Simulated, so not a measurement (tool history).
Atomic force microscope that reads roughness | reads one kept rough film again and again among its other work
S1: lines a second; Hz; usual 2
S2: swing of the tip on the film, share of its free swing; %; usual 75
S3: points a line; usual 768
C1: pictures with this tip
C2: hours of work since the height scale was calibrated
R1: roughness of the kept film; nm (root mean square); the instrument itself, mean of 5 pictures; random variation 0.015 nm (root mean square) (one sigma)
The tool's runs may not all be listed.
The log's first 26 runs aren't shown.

run	hour	S1	S2	S3	C1	C2	R1
27	1237	1.86	75	301	86	972	3.558
# hour 1251: new tip fitted
28	1273	1.86	75	768	26	991	3.647
29	1302.1	1.86	75	768	61	1006	3.625
# hour 1338.1: new tip fitted
30	1342.4	0.79	75	388	5	1027	3.807
31	1370.3	3.76	75	485	38	1042	3.293
32	1410.2	3.76	75	485	85	1063	3.275
# hour 1426.3: new tip fitted
33	1472.6	3.76	75	485	54	1095	3.274
# hour 1513.3: new tip fitted
34	1534.4	3.76	75	485	25	1128	3.282
35	1573.7	3.76	75	485	71	1148	3.306
# hour 1599.7: new tip fitted
36	1639	3.76	75	485	46	1182	3.27
# hour 1687.9: new tip fitted
37	1699.9	3.8	67	485	14	1214	3.487

Run 38 comes next. What will it give?
38	1731.7	2	60	768	51	1231	?

{"run 38": {"R1": 3.833}}
Without the tool's hidden state the same run would have given R1 3.845 nm (root mean square).
